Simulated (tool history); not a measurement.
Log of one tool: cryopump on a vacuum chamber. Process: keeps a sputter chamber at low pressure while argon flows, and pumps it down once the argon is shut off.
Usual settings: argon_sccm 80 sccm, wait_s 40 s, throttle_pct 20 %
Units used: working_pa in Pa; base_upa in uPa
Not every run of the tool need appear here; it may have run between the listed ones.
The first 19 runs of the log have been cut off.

Run 20, hour 250.6: usual settings but wait_s 67 s, throttle_pct 44 %. Result: working_pa 0.2244 Pa, base_upa 1.29 uPa.
Run 21, hour 264.9: usual settings but throttle_pct 54 %. Result: working_pa 0.1874 Pa, base_upa 1.99 uPa.
Run 22, hour 282.6: usual settings but argon_sccm 46 sccm, wait_s 111 s, throttle_pct 54 %. Result: working_pa 0.1077 Pa, base_upa 1.00 uPa.
Run 23, hour 291.0: usual settings but argon_sccm 152 sccm, wait_s 26 s, throttle_pct 26 %. Result: working_pa 0.7135 Pa, base_upa 2.76 uPa.
Run 24, hour 307.5: usual settings but argon_sccm 158 sccm, wait_s 26 s, throttle_pct 21 %. Result: working_pa 0.9185 Pa, base_upa 2.82 uPa.
Run 25, hour 315.6: usual settings but argon_sccm 40 sccm, wait_s 89 s, throttle_pct 56 %. Result: working_pa 0.0914 Pa, base_upa 1.11 uPa.
Run 26, hour 324.0: usual settings but wait_s 134 s. Result: working_pa 0.4895 Pa, base_upa 0.89 uPa.
Run 27, hour 334.0: usual settings but wait_s 134 s. Result: working_pa 0.4837 Pa, base_upa 0.89 uPa.
Run 28, hour 342.1: usual settings but argon_sccm 58 sccm, wait_s 146 s, throttle_pct 19 %. Result: working_pa 0.3740 Pa, base_upa 0.90 uPa.
Run 29, hour 351.4: usual settings but argon_sccm 133 sccm, wait_s 53 s, throttle_pct 34 %. Result: working_pa 0.4857 Pa, base_upa 1.68 uPa.
Run 30, hour 366.5: usual settings but argon_sccm 133 sccm, wait_s 53 s, throttle_pct 34 %. Result: working_pa 0.4876 Pa, base_upa 1.58 uPa.
Run 31, hour 380.8: usual settings but argon_sccm 133 sccm, wait_s 53 s, throttle_pct 34 %. Result: working_pa 0.4879 Pa, base_upa 1.61 uPa.
Run 32, hour 389.6: usual settings but argon_sccm 35 sccm, wait_s 280 s, throttle_pct 35 %. Result: working_pa 0.1249 Pa, base_upa 0.69 uPa.
Run 33, hour 402.2: usual settings but wait_s 152 s. Result: working_pa 0.4858 Pa, base_upa 0.85 uPa.
Run 34, hour 419.1: usual settings but argon_sccm 136 sccm, wait_s 65 s. Result: working_pa 0.8318 Pa, base_upa 1.36 uPa.

Consider 3 possible next runs. They are alternatives, not a sequence: every one starts from the tool as it was left by run 34. What does each give?
Run A, hour 430.4: usual settings but argon_sccm 144 sccm, wait_s 126 s, throttle_pct 36 %. Result: working_pa ?, base_upa ?.
Run B, hour 430.4: usual settings but throttle_pct 26 %. Result: working_pa ?, base_upa ?.
Run C, hour 430.4: usual settings but argon_sccm 56 sccm, wait_s 28 s, throttle_pct 16 %. Result: working_pa ?, base_upa ?.

run  working_pa  base_upa
  A      0.5044      0.97
  B      0.3797      1.97
  C      0.4293      2.71
Take away the tool's hidden state, keep each run's random variation, and the runs would have read:
run  working_pa  base_upa
  A      0.4769      0.71
  B      0.3645      1.72
  C      0.4185      2.44
